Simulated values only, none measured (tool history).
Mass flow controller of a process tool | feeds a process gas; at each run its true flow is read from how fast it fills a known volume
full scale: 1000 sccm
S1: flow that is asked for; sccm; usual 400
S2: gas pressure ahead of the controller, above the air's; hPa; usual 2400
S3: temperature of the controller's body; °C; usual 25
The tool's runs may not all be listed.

{"run": 1, "hour": 0.0, "S1": 400, "S2": 2400, "S3": 25, "true flow (%)": 102.43}
{"run": 2, "hour": 419.0, "S1": 400, "S2": 2400, "S3": 25, "true flow (%)": 102.68}
{"run": 3, "hour": 902.3, "S1": 400, "S2": 2400, "S3": 36, "true flow (%)": 104.15}
{"run": 4, "hour": 1314.3, "S1": 400, "S2": 1470, "S3": 25, "true flow (%)": 103.09}
{"run": 5, "hour": 1667.7, "S1": 696, "S2": 2400, "S3": 25, "true flow (%)": 103.8}
{"run": 6, "hour": 2083.5, "S1": 812, "S2": 2400, "S3": 25, "true flow (%)": 104.17}
{"run": 7, "hour": 2545.3, "S1": 400, "S2": 2400, "S3": 25, "true flow (%)": 103.95}
{"run": 8, "hour": 2773.8, "S1": 887, "S2": 2400, "S3": 27, "true flow (%)": 104.99}
{"run": 9, "hour": 3241.5, "S1": 761, "S2": 2400, "S3": 25, "true flow (%)": 104.76}
{"run": 10, "hour": 3753.0, "S1": 761, "S2": 2400, "S3": 25, "true flow (%)": 104.9}
{"run": 11, "hour": 4107.5, "S1": 938, "S2": 2560, "S3": 39, "true flow (%)": 106.97}
{"run": 12, "hour": 4578.5, "S1": 400, "S2": 1470, "S3": 25, "true flow (%)": 98.46}
{"run": 13, "hour": 4951.5, "S1": 125, "S2": 2400, "S3": 34, "true flow (%)": 99.05}

Not shown: 3 entries that the log had between the listed runs. Between which runs, and how does the tool's hidden state differ before and after?
Between runs 7 and 8: controller's zero set anew (hour 2577.3)
  flow at rest that the sensor doesn't see, % of full scale: 0.508 -> 0.701; true flow over the shown one, %: 4.09 -> 4.15
  measured less the result without the state, true flow (%): +5.36 -> +4.94
Between runs 11 and 12: controller exchanged for a calibrated one (hour 4230.9)
  flow at rest that the sensor doesn't see, % of full scale: 0.852 -> 0.054; true flow over the shown one, %: 4.51 -> -0.08
  measured less the result without the state, true flow (%): +5.41 -> +0.05
Between runs 12 and 13: controller's zero set anew, once more (hour 4943.4)
  flow at rest that the sensor doesn't see, % of full scale: 0.054 -> 0.035; true flow over the shown one, %: -0.08 -> 0.02
  measured less the result without the state, true flow (%): +0.05 -> +0.29
